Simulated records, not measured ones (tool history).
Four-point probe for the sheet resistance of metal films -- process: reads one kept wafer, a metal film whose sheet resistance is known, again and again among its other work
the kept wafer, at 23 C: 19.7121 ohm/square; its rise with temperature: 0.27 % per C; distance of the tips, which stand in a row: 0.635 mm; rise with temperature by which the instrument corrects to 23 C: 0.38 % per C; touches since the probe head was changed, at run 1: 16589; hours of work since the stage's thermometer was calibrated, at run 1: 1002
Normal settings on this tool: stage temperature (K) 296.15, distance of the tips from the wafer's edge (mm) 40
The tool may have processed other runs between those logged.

run      day  stage temperature (K)  distance of the tips from the wafer's edge (mm)  touches since the probe head was changed  hours of work since the stage's thermometer was calibrated  sheet resistance as the instrument gives it (ohm/square)
  1    0.000                 296.15                                               40                                     16589                                                        1002                                                 19.773030
  2    5.475                 296.15                                               40                                     20539                                                        1065                                                 19.770190
  3    8.712                 296.15                                               40                                     22871                                                        1102                                                 19.760580
  4   11.833                 296.15                                               40                                     25123                                                        1138                                                 19.756450
  5   14.358                 296.15                                               40                                     26944                                                        1167                                                 19.754570
  6   19.458                 296.15                                               40                                     30621                                                        1226                                                 19.744038
  7   24.650                 296.15                                               40                                     34366                                                        1285                                                 19.738045
  8   28.804                 296.15                                               40                                     37361                                                        1333                                                 19.739978
  9   32.842                 296.15                                               40                                     40273                                                        1380                                                 19.728583
 10   36.342                 296.15                                               40                                     42797                                                        1420                                                 19.733641
 11   41.288                 296.15                                               40                                     46365                                                        1477                                                 19.727603
 12   43.746                 296.15                                               40                                     48137                                                        1505                                                 19.719574
 13   49.188                 296.15                                               40                                     52060                                                        1568                                                 19.710383
      49.675  -- stage's thermometer calibrated
 14   53.288                 296.15                                               40                                     55003                                                          42                                                 19.698101
 15   56.754                 296.15                                               40                                     57504                                                          82                                                 19.693310
      59.208  -- stage's thermometer calibrated, once more
 16   59.983                 296.15                                               40                                     59815                                                           9                                                 19.731370
 17   64.567                 296.15                                               50                                     63121                                                          62                                                 19.727505
      69.154  -- new probe head fitted
 18   69.392                 296.15                                               40                                       171                                                         117                                                 19.736867
 19   73.954                 305.15                                               40                                      3462                                                         169                                                 19.523488
 20   79.042                 305.15                                               43                                      7128                                                         228                                                 19.524401
 21   83.042                 305.15                                               34                                     10013                                                         274                                                 19.521106
 22   87.754                 305.15                                               34                                     13412                                                         328                                                 19.508528
 23   92.508                 305.15                                               34                                     16841                                                         383                                                 19.503342
 24   98.104                 305.15                                               34                                     20875                                                         447                                                 19.499232
 25  101.162                 305.15                                               34                                     23082                                                         483                                                 19.496510
 26  104.108                 305.15                                               34                                     25207                                                         517                                                 19.491729
 27  108.783                 293.15                                                3                                     28579                                                         570                                                 20.218219
 28  111.350                 297.15                                                4                                     30428                                                         600                                                 19.914772
 29  115.946                 297.15                                                4                                     33744                                                         653                                                 19.909216
 30  121.429                 300.15                                                4                                     37696                                                         716                                                 19.837579
 31  124.283                 293.15                                               59                                     39754                                                         749                                                 19.727443
 32  129.292                 300.15                                               59                                     43367                                                         807                                                 19.569402
 33  131.617                 300.15                                               59                                     45043                                                         833                                                 19.556199
 34  136.746                 296.15                                               33                                     48742                                                         892                                                 19.645807
 35  140.204                 296.15                                               33                                     51238                                                         932                                                 19.644021
 36  145.696                 296.15                                               33                                     55197                                                         995                                                 19.626881
 37  147.954                 298.15                                                4                                     56825                                                        1021                                                 19.842063
 38  151.496                 302.15                                               46                                     59378                                                        1062                                                 19.488393
 39  155.708                 295.15                                               32                                     62416                                                        1111                                                 19.642193
 40  159.271                 297.15                                               50                                     64985                                                        1152                                                 19.582220

Run 41 is up next; what results do you expect?
     161.646  -- new probe head fitted
 41  161.800                 296.15                                               31                                       111                                                        1180                                                         ?

{"run 41": {"sheet resistance as the instrument gives it (ohm/square)": 19.78343}}
On a tool with no hidden condition, and with the same random variation, this run would have come out at sheet resistance as the instrument gives it (ohm/square) 19.718242.
